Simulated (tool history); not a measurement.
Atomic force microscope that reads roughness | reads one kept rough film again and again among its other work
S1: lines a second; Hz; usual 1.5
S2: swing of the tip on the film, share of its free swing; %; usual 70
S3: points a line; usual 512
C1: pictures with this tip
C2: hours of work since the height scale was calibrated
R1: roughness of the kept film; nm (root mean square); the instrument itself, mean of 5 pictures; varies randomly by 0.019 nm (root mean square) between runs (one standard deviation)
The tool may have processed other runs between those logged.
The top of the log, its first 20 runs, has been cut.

Run 21, day 7.379: usual settings but S2 69 %; C1 211; C2 198. Result: R1 4.331 nm (root mean square).
Run 22, day 7.646: usual settings but S2 69 %; C1 220; C2 200. Result: R1 4.334 nm (root mean square).
Run 23, day 7.954: usual settings but S2 69 %; C1 229; C2 203. Result: R1 4.301 nm (root mean square).
Run 24, day 8.308: usual settings but S2 69 %; C1 240; C2 207. Result: R1 4.292 nm (root mean square).
Run 25, day 8.758: usual settings but S1 2.49 Hz; C1 255; C2 211. Result: R1 4.027 nm (root mean square).
Run 26, day 8.971: usual settings but S1 2.49 Hz; C1 261; C2 213. Result: R1 4.007 nm (root mean square).
Run 27, day 9.425: usual settings but S1 2.49 Hz; C1 276; C2 217. Result: R1 4.007 nm (root mean square).
Run 28, day 9.892: usual settings but S1 2.49 Hz; C1 290; C2 222. Result: R1 3.966 nm (root mean square).
Run 29, day 10.229: usual settings but S1 2.49 Hz, S3 497; C1 301; C2 225. Result: R1 3.984 nm (root mean square).
Run 30, day 10.708: usual settings but S1 2.49 Hz, S3 497; C1 316; C2 230. Result: R1 3.939 nm (root mean square).
At day 10.925: new tip fitted.
Run 31, day 11.154: usual settings but S1 1.53 Hz, S2 77 %, S3 773; C1 7; C2 234. Result: R1 4.314 nm (root mean square).
Run 32, day 11.604: usual settings but S1 1.53 Hz, S2 77 %, S3 773; C1 22; C2 238. Result: R1 4.304 nm (root mean square).
Run 33, day 12.012: usual settings but S1 0.66 Hz, S2 77 %, S3 773; C1 34; C2 242. Result: R1 4.636 nm (root mean square).
Run 34, day 12.483: usual settings but S1 0.66 Hz, S2 77 %, S3 773; C1 49; C2 247. Result: R1 4.62 nm (root mean square).
Run 35, day 12.979: usual settings but S1 0.76 Hz, S2 66 %, S3 326; C1 65; C2 252. Result: R1 4.692 nm (root mean square).
Run 36, day 13.225: usual settings but S1 0.76 Hz, S2 66 %, S3 326; C1 73; C2 254. Result: R1 4.7 nm (root mean square).
Run 37, day 13.708: usual settings but S1 0.76 Hz, S2 66 %, S3 642; C1 88; C2 259. Result: R1 4.692 nm (root mean square).
Run 38, day 14.004: usual settings but S1 0.76 Hz, S2 66 %, S3 642; C1 97; C2 262. Result: R1 4.666 nm (root mean square).

What will run 39 give?
Run 39, day 14.479: usual settings but S2 77 %, S3 808; C1 112; C2 266. Result: R1 ?.

Run 39 gave R1 4.247 nm (root mean square).
If the tool had no hidden condition, the same run with the same run-to-run variation would have returned R1 4.387 nm (root mean square).
